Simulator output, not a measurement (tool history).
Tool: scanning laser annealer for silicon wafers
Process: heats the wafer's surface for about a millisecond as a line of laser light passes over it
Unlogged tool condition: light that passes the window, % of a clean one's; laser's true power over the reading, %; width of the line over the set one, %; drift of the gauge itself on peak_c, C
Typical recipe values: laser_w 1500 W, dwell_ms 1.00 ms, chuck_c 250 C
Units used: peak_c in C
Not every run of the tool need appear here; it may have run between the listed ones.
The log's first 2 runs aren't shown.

run   hour  laser_w  dwell_ms  chuck_c  hours of work since the window was cleaned  hours of work since the power meter was calibrated  hours of work since the optics were aligned  peak_c
  3   26.2     1500      1.00      238                                         254                                                 115                                          790     944
  4   48.3     1500      1.00      238                                         270                                                 130                                          806     945
  5   70.7     1500      1.22      238                                         285                                                 145                                          821    1014
  6   82.9     1500      0.75      250                                         293                                                 153                                          829     860
  7  106.2     1500      0.75      250                                         309                                                 169                                          845     862
  8  116.8     1500      1.00      253                                         317                                                 177                                          853     958
  9  127.4     1500      1.00      253                                         324                                                 184                                          860     960
 10  137.7     1500      1.00      229                                         331                                                 191                                          867     934
 11  149.9     1500      1.00      229                                         339                                                 199                                          875     933
 12  165.8     1621      1.00      250                                         350                                                 210                                          886    1019
 13  177.0     1597      1.00      250                                         358                                                 218                                          894    1007
     199.6  -- window over the wafer cleaned
 14  202.4     1597      1.00      250                                           2                                                 234                                          910    1006
 15  218.9     1597      1.00      250                                          13                                                 245                                          921    1006
 16  243.3     1500      1.00      255                                          30                                                 262                                          938     963
 17  254.4     1516      0.96      280                                          38                                                 270                                          945     980
 18  278.0     1594      1.00      247                                          54                                                 286                                          962    1000
 19  303.3     1425      1.10      233                                          71                                                 303                                          979     936
 20  319.4     1627      0.96      267                                          82                                                 314                                          990    1023
 21  339.2     1627      0.96      267                                          96                                                 328                                         1004    1021
 22  359.9     1418      0.97      257                                         110                                                 342                                         1018     913

What does the tool deliver on the next run?
 23  382.6     1403      0.81      272                                         125                                                 358                                         1033       ?

{"run 23": {"peak_c": 862}}
On a tool with no hidden condition, and with the same random variation, this run would have come out at peak_c 862 C.

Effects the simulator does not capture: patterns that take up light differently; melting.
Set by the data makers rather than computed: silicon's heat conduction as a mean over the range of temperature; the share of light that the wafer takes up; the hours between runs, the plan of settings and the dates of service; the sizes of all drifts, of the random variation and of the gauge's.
